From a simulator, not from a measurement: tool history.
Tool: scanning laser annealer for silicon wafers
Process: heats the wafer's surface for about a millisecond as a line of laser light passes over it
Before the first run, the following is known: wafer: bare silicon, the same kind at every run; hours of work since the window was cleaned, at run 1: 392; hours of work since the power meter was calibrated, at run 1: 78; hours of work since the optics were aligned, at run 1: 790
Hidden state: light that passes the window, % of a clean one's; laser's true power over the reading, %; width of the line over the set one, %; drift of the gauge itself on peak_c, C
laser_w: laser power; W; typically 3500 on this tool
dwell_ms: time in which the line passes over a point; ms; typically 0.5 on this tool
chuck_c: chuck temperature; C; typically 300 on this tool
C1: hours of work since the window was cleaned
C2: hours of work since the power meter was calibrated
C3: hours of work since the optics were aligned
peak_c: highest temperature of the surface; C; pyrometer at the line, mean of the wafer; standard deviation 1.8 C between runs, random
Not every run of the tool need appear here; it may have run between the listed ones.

{"run": 1, "hour": 0.0, "laser_w": 3500, "dwell_ms": 0.5, "chuck_c": 300, "C1": 392, "C2": 78, "C3": 790, "peak_c": 988}
{"run": 2, "hour": 9.5, "laser_w": 3500, "dwell_ms": 0.5, "chuck_c": 300, "C1": 399, "C2": 84, "C3": 796, "peak_c": 988}
{"run": 3, "hour": 25.2, "laser_w": 3500, "dwell_ms": 0.5, "chuck_c": 300, "C1": 410, "C2": 95, "C3": 807, "peak_c": 988}
{"run": 4, "hour": 39.2, "laser_w": 3500, "dwell_ms": 0.554, "chuck_c": 300, "C1": 419, "C2": 104, "C3": 817, "peak_c": 1021}
{"hour": 60.9, "done": "optics aligned, line set to its width"}
{"run": 5, "hour": 60.9, "laser_w": 3500, "dwell_ms": 0.554, "chuck_c": 300, "C1": 431, "C2": 116, "C3": 0, "peak_c": 1015}
{"run": 6, "hour": 70.6, "laser_w": 3500, "dwell_ms": 0.554, "chuck_c": 300, "C1": 437, "C2": 122, "C3": 7, "peak_c": 1015}
{"run": 7, "hour": 82.5, "laser_w": 3500, "dwell_ms": 0.554, "chuck_c": 300, "C1": 445, "C2": 131, "C3": 15, "peak_c": 1013}
{"run": 8, "hour": 91.9, "laser_w": 3500, "dwell_ms": 0.385, "chuck_c": 300, "C1": 452, "C2": 137, "C3": 21, "peak_c": 907}
{"run": 9, "hour": 100.3, "laser_w": 3500, "dwell_ms": 0.5, "chuck_c": 260, "C1": 458, "C2": 143, "C3": 27, "peak_c": 941}
{"run": 10, "hour": 113.7, "laser_w": 3500, "dwell_ms": 0.5, "chuck_c": 260, "C1": 467, "C2": 152, "C3": 36, "peak_c": 942}
{"run": 11, "hour": 125.9, "laser_w": 3500, "dwell_ms": 0.5, "chuck_c": 260, "C1": 475, "C2": 160, "C3": 45, "peak_c": 942}
{"hour": 138.6, "done": "optics aligned, line set to its width, once more"}
{"run": 12, "hour": 148.6, "laser_w": 3500, "dwell_ms": 0.5, "chuck_c": 260, "C1": 487, "C2": 173, "C3": 7, "peak_c": 953}
{"run": 13, "hour": 159.1, "laser_w": 3500, "dwell_ms": 0.39, "chuck_c": 300, "C1": 494, "C2": 180, "C3": 14, "peak_c": 922}
{"run": 14, "hour": 175.1, "laser_w": 3500, "dwell_ms": 0.39, "chuck_c": 300, "C1": 505, "C2": 191, "C3": 25, "peak_c": 919}
{"run": 15, "hour": 191.8, "laser_w": 3500, "dwell_ms": 0.5, "chuck_c": 300, "C1": 517, "C2": 202, "C3": 37, "peak_c": 992}
{"run": 16, "hour": 206.1, "laser_w": 3500, "dwell_ms": 0.5, "chuck_c": 300, "C1": 527, "C2": 212, "C3": 46, "peak_c": 990}
{"run": 17, "hour": 219.0, "laser_w": 3500, "dwell_ms": 0.5, "chuck_c": 300, "C1": 535, "C2": 221, "C3": 55, "peak_c": 994}
{"run": 18, "hour": 227.0, "laser_w": 3500, "dwell_ms": 0.5, "chuck_c": 300, "C1": 541, "C2": 226, "C3": 61, "peak_c": 991}
{"run": 19, "hour": 234.5, "laser_w": 3500, "dwell_ms": 0.5, "chuck_c": 300, "C1": 546, "C2": 231, "C3": 66, "peak_c": 991}
{"run": 20, "hour": 247.8, "laser_w": 3500, "dwell_ms": 0.5, "chuck_c": 300, "C1": 555, "C2": 241, "C3": 75, "peak_c": 989}
{"run": 21, "hour": 264.9, "laser_w": 3500, "dwell_ms": 0.5, "chuck_c": 300, "C1": 567, "C2": 252, "C3": 87, "peak_c": 992}
{"run": 22, "hour": 274.6, "laser_w": 3500, "dwell_ms": 0.464, "chuck_c": 301, "C1": 574, "C2": 259, "C3": 93, "peak_c": 969}
{"run": 23, "hour": 289.2, "laser_w": 3552, "dwell_ms": 0.5, "chuck_c": 270, "C1": 584, "C2": 269, "C3": 103, "peak_c": 970}
{"run": 24, "hour": 303.0, "laser_w": 3787, "dwell_ms": 0.482, "chuck_c": 270, "C1": 593, "C2": 278, "C3": 113, "peak_c": 1017}
{"run": 25, "hour": 320.7, "laser_w": 3500, "dwell_ms": 0.5, "chuck_c": 298, "C1": 605, "C2": 290, "C3": 125, "peak_c": 985}
{"run": 26, "hour": 328.6, "laser_w": 3500, "dwell_ms": 0.5, "chuck_c": 298, "C1": 611, "C2": 296, "C3": 130, "peak_c": 987}
{"run": 27, "hour": 342.8, "laser_w": 3188, "dwell_ms": 0.354, "chuck_c": 298, "C1": 620, "C2": 306, "C3": 140, "peak_c": 826}
{"run": 28, "hour": 356.3, "laser_w": 3188, "dwell_ms": 0.35, "chuck_c": 302, "C1": 630, "C2": 315, "C3": 149, "peak_c": 829}
{"run": 29, "hour": 371.1, "laser_w": 3736, "dwell_ms": 0.45, "chuck_c": 302, "C1": 640, "C2": 325, "C3": 159, "peak_c": 1012}
{"run": 30, "hour": 387.0, "laser_w": 3736, "dwell_ms": 0.45, "chuck_c": 302, "C1": 651, "C2": 336, "C3": 170, "peak_c": 1009}
{"run": 31, "hour": 396.4, "laser_w": 3736, "dwell_ms": 0.45, "chuck_c": 302, "C1": 657, "C2": 342, "C3": 177, "peak_c": 1010}
{"run": 32, "hour": 404.1, "laser_w": 2990, "dwell_ms": 0.5, "chuck_c": 262, "C1": 662, "C2": 348, "C3": 182, "peak_c": 829}
{"run": 33, "hour": 413.8, "laser_w": 3075, "dwell_ms": 0.472, "chuck_c": 314, "C1": 669, "C2": 354, "C3": 189, "peak_c": 887}
{"run": 34, "hour": 429.3, "laser_w": 3075, "dwell_ms": 0.472, "chuck_c": 314, "C1": 680, "C2": 365, "C3": 199, "peak_c": 890}
{"run": 35, "hour": 440.4, "laser_w": 3075, "dwell_ms": 0.528, "chuck_c": 277, "C1": 687, "C2": 373, "C3": 207, "peak_c": 879}
{"run": 36, "hour": 453.2, "laser_w": 3075, "dwell_ms": 0.521, "chuck_c": 291, "C1": 696, "C2": 381, "C3": 216, "peak_c": 888}
{"run": 37, "hour": 462.5, "laser_w": 3075, "dwell_ms": 0.521, "chuck_c": 291, "C1": 702, "C2": 388, "C3": 222, "peak_c": 890}
{"run": 38, "hour": 471.6, "laser_w": 3500, "dwell_ms": 0.524, "chuck_c": 326, "C1": 709, "C2": 394, "C3": 228, "peak_c": 1022}
{"run": 39, "hour": 479.8, "laser_w": 3500, "dwell_ms": 0.428, "chuck_c": 326, "C1": 714, "C2": 400, "C3": 234, "peak_c": 965}
{"run": 40, "hour": 488.2, "laser_w": 3500, "dwell_ms": 0.498, "chuck_c": 327, "C1": 720, "C2": 405, "C3": 240, "peak_c": 1007}

Take each entry between the runs: how does the hidden state at the last listed run before it differ from the hidden state at the first listed run after it?
After run 4, before run 5: optics aligned, line set to its width (hour 60.9)
  light that passes the window, % of a clean one's: 98.2 -> 98.15; laser's true power over the reading, %: 0.33 -> 0.35; width of the line over the set one, %: 1.48 -> 2.46
  what was measured, less what the result would be without the hidden state, peak_c: -21 -> -26 C
After run 11, before run 12: optics aligned, line set to its width, once more (hour 138.6)
  light that passes the window, % of a clean one's: 97.97 -> 97.92; laser's true power over the reading, %: 0.39 -> 0.4; width of the line over the set one, %: 2.53 -> 0.48
  what was measured, less what the result would be without the hidden state, peak_c: -27 -> -17 C
